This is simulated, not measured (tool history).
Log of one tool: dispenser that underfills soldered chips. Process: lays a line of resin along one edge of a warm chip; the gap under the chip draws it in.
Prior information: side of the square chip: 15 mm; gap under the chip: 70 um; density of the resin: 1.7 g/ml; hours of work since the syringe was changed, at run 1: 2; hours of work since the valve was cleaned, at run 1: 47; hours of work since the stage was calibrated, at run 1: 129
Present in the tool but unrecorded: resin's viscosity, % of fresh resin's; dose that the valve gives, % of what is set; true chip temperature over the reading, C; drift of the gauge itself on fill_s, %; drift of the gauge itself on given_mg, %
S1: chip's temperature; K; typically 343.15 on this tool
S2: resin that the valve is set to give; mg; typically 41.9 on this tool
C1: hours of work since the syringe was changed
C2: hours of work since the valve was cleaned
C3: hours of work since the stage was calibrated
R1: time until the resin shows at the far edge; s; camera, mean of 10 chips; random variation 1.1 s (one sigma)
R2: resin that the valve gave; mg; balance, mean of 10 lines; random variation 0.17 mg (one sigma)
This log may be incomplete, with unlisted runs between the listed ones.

{"run": 1, "day": 0.0, "S1": 343.15, "S2": 41.9, "C1": 2, "C2": 47, "C3": 129, "R1": 127.9, "R2": 40.69}
{"day": 0.375, "done": "new syringe of resin"}
{"run": 2, "day": 0.4, "S1": 343.15, "S2": 41.9, "C1": 0, "C2": 53, "C3": 136, "R1": 111.3, "R2": 40.44}
{"run": 3, "day": 0.612, "S1": 343.15, "S2": 41.9, "C1": 4, "C2": 57, "C3": 139, "R1": 138.1, "R2": 40.9}
{"day": 0.871, "done": "new syringe of resin"}
{"run": 4, "day": 1.088, "S1": 343.15, "S2": 41.9, "C1": 4, "C2": 64, "C3": 147, "R1": 133.1, "R2": 40.13}
{"day": 1.375, "done": "new syringe of resin"}
{"run": 5, "day": 1.542, "S1": 343.15, "S2": 46.1, "C1": 3, "C2": 71, "C3": 154, "R1": 132.0, "R2": 43.79}
{"day": 1.883, "done": "new syringe of resin"}
{"run": 6, "day": 1.954, "S1": 343.15, "S2": 46.1, "C1": 1, "C2": 78, "C3": 161, "R1": 119.6, "R2": 44.1}
{"day": 2.392, "done": "new syringe of resin"}
{"run": 7, "day": 2.462, "S1": 343.15, "S2": 46.1, "C1": 1, "C2": 86, "C3": 169, "R1": 120.9, "R2": 43.76}
{"day": 2.904, "done": "new syringe of resin"}
{"run": 8, "day": 2.904, "S1": 343.15, "S2": 46.1, "C1": 0, "C2": 93, "C3": 176, "R1": 111.3, "R2": 43.47}
{"day": 3.4, "done": "new syringe of resin"}
{"run": 9, "day": 3.4, "S1": 343.15, "S2": 46.1, "C1": 0, "C2": 101, "C3": 184, "R1": 116.5, "R2": 43.39}
{"day": 3.9, "done": "new syringe of resin"}
{"run": 10, "day": 3.908, "S1": 343.15, "S2": 46.1, "C1": 0, "C2": 109, "C3": 192, "R1": 113.6, "R2": 42.97}
{"run": 11, "day": 4.325, "S1": 343.15, "S2": 46.1, "C1": 7, "C2": 116, "C3": 199, "R1": 164.5, "R2": 42.72}
{"day": 4.408, "done": "new syringe of resin"}
{"run": 12, "day": 4.654, "S1": 343.15, "S2": 45.2, "C1": 4, "C2": 121, "C3": 204, "R1": 139.9, "R2": 41.65}
{"day": 4.917, "done": "new syringe of resin"}
{"run": 13, "day": 5.079, "S1": 333.15, "S2": 41.9, "C1": 3, "C2": 128, "C3": 211, "R1": 191.6, "R2": 38.74}
{"day": 5.438, "done": "new syringe of resin"}
{"run": 14, "day": 5.438, "S1": 333.15, "S2": 48.6, "C1": 0, "C2": 134, "C3": 216, "R1": 164.3, "R2": 44.69}
{"day": 5.667, "done": "dispensing valve cleaned and set on the balance"}
{"run": 15, "day": 5.804, "S1": 333.15, "S2": 48.6, "C1": 5, "C2": 2, "C3": 222, "R1": 211.3, "R2": 48.65}
{"day": 5.996, "done": "new syringe of resin"}
{"run": 16, "day": 6.058, "S1": 333.15, "S2": 48.6, "C1": 1, "C2": 6, "C3": 226, "R1": 168.5, "R2": 48.6}
{"run": 17, "day": 6.258, "S1": 343.15, "S2": 41.9, "C1": 4, "C2": 10, "C3": 229, "R1": 142.4, "R2": 41.58}
{"day": 6.492, "done": "new syringe of resin"}
{"run": 18, "day": 6.638, "S1": 342.15, "S2": 52.0, "C1": 2, "C2": 16, "C3": 235, "R1": 132.6, "R2": 51.6}
{"day": 6.992, "done": "new syringe of resin"}
{"run": 19, "day": 7.1, "S1": 332.15, "S2": 41.9, "C1": 2, "C2": 23, "C3": 242, "R1": 186.1, "R2": 41.21}
{"day": 7.504, "done": "new syringe of resin"}
{"run": 20, "day": 7.525, "S1": 343.15, "S2": 49.1, "C1": 0, "C2": 30, "C3": 249, "R1": 115.3, "R2": 48.4}
{"day": 8.017, "done": "new syringe of resin"}
{"run": 21, "day": 8.029, "S1": 343.15, "S2": 47.7, "C1": 0, "C2": 38, "C3": 257, "R1": 113.2, "R2": 46.52}
{"day": 8.504, "done": "new syringe of resin"}
{"run": 22, "day": 8.504, "S1": 343.15, "S2": 47.7, "C1": 0, "C2": 45, "C3": 265, "R1": 115.3, "R2": 46.18}
{"run": 23, "day": 8.9, "S1": 341.15, "S2": 36.3, "C1": 7, "C2": 52, "C3": 271, "R1": 180.6, "R2": 34.77}
{"day": 9.025, "done": "new syringe of resin"}
{"run": 24, "day": 9.308, "S1": 341.15, "S2": 36.3, "C1": 5, "C2": 58, "C3": 278, "R1": 161.2, "R2": 34.97}
{"day": 9.538, "done": "new syringe of resin"}
{"run": 25, "day": 9.671, "S1": 341.15, "S2": 36.3, "C1": 2, "C2": 64, "C3": 283, "R1": 144.5, "R2": 34.75}
{"run": 26, "day": 9.879, "S1": 341.15, "S2": 36.3, "C1": 6, "C2": 67, "C3": 287, "R1": 174.4, "R2": 34.67}
{"day": 10.029, "done": "new syringe of resin"}
{"run": 27, "day": 10.371, "S1": 334.15, "S2": 52.9, "C1": 6, "C2": 75, "C3": 295, "R1": 209.1, "R2": 50.06}
{"day": 10.521, "done": "new syringe of resin"}
{"run": 28, "day": 10.796, "S1": 333.15, "S2": 44.4, "C1": 5, "C2": 82, "C3": 301, "R1": 205.9, "R2": 42.01}
{"day": 11.025, "done": "new syringe of resin"}
{"run": 29, "day": 11.088, "S1": 339.15, "S2": 40.3, "C1": 1, "C2": 87, "C3": 306, "R1": 140.4, "R2": 37.73}
{"run": 30, "day": 11.471, "S1": 347.15, "S2": 40.6, "C1": 7, "C2": 93, "C3": 312, "R1": 149.1, "R2": 38.2}
{"day": 11.533, "done": "new syringe of resin"}
{"run": 31, "day": 11.967, "S1": 347.15, "S2": 40.6, "C1": 7, "C2": 101, "C3": 320, "R1": 149.3, "R2": 37.91}
{"day": 12.033, "done": "new syringe of resin"}
{"run": 32, "day": 12.188, "S1": 345.15, "S2": 41.9, "C1": 3, "C2": 104, "C3": 324, "R1": 121.3, "R2": 38.76}
{"day": 12.525, "done": "new syringe of resin"}
{"run": 33, "day": 12.583, "S1": 345.15, "S2": 41.9, "C1": 1, "C2": 111, "C3": 330, "R1": 113.1, "R2": 38.71}
{"run": 34, "day": 12.875, "S1": 349.15, "S2": 40.5, "C1": 6, "C2": 115, "C3": 335, "R1": 125.6, "R2": 37.56}

Pick out some run-to-run changes in R1. Of each, how much would a tool without hidden state show as well, from the settings, what came in and chance, and how much is left for the hidden state and any gauge scatter not in both results compared?
Run 10 -> 11: settings left as they were, no log entry in between. R1 +50.9 s: hidden state +49.6, all else +1.3.
Run 14 -> 15: dispensing valve cleaned and set on the balance. R1 +47.0 s: hidden state +50.1, all else -3.1.
Run 19 -> 20: S1 332.15 -> 343.15, S2 41.9 -> 49.1, new syringe of resin. R1 -70.8 s: hidden state -14.2, all else -56.6.
Run 22 -> 23: S1 343.15 -> 341.15, S2 47.7 -> 36.3. R1 +65.3 s: hidden state +53.2, all else +12.1.
Run 28 -> 29: S1 333.15 -> 339.15, S2 44.4 -> 40.3, new syringe of resin. R1 -65.5 s: hidden state -36.9, all else -28.6.

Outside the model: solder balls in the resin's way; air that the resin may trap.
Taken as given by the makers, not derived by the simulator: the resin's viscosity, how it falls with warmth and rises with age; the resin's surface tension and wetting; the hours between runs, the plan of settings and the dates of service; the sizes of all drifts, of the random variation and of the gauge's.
